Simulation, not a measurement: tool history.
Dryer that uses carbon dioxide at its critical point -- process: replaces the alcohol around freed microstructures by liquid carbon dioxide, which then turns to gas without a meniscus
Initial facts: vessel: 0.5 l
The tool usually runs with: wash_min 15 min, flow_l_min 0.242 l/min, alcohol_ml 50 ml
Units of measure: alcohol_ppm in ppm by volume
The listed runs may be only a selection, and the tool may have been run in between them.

run	day	wash_min	flow_l_min	alcohol_ml	alcohol_ppm
1	0	15	0.242	50	128
2	0.375	15	0.242	50	137
3	0.804	15	0.242	50	147
4	1.25	15	0.242	50	140
5	1.733	15	0.242	50	142
6	2.096	15	0.242	35	108
7	2.533	15	0.242	35	99
8	2.896	15	0.242	35	112
9	3.154	15	0.242	92	247
10	3.5	15	0.242	92	257
11	3.729	15	0.242	92	249
12	4.179	15	0.242	92	247
13	4.383	15	0.188	92	978
14	4.742	15	0.188	92	957
15	5.229	15	0.188	39	430
16	5.596	15	0.188	39	422
17	5.854	15	0.188	39	433
18	6.204	14	0.242	50	227
19	6.479	15	0.242	50	154
20	6.892	15	0.242	50	156
21	7.133	15	0.242	50	163
22	7.454	15	0.242	50	157
23	7.879	15	0.242	50	165
24	8.117	14	0.268	65	173
25	8.425	14	0.268	65	172
26	8.804	11	0.317	65	289
27	9.15	11	0.317	29	144
28	9.512	11	0.317	29	141
29	9.721	11	0.317	29	143
30	10.1	18	0.212	106	222
31	10.396	18	0.212	106	233
32	10.879	15	0.175	47	758
33	11.292	15	0.242	49	168
34	11.646	23	0.242	42	38
35	11.875	10	0.306	32	304
36	12.296	12	0.338	62	131
37	12.646	23	0.149	62	241
38	12.875	11	0.155	84	7003
39	13.346	20	0.155	38	276
40	13.692	15	0.268	75	139
41	14.158	15	0.268	75	141
42	14.596	15	0.268	75	148

For some of the steps in alcohol_ppm from one run to the next: how much would appear even if the tool had no hidden state, given the settings, what came in and random variation, and how much remains for the hidden state plus any gauge scatter that the measured result and the result without hidden state don't share?
The hidden state here: flow that reaches the vessel past the clogged filter, %; alcohol in the recycled carbon dioxide, ppm; drift of the gauge itself on alcohol_ppm, %.
Run 12 -> 13: flow_l_min 0.242 -> 0.188. alcohol_ppm +731 ppm by volume: hidden state +56, all else +675.
Run 32 -> 33: flow_l_min 0.175 -> 0.242, alcohol_ml 47 -> 49. alcohol_ppm -590 ppm by volume: hidden state -73, all else -517.
Run 37 -> 38: wash_min 23 -> 11, flow_l_min 0.149 -> 0.155, alcohol_ml 62 -> 84. alcohol_ppm +6762 ppm by volume: hidden state +687, all else +6075.
Run 38 -> 39: wash_min 11 -> 20, alcohol_ml 84 -> 38. alcohol_ppm -6727 ppm by volume: hidden state -682, all else -6045.
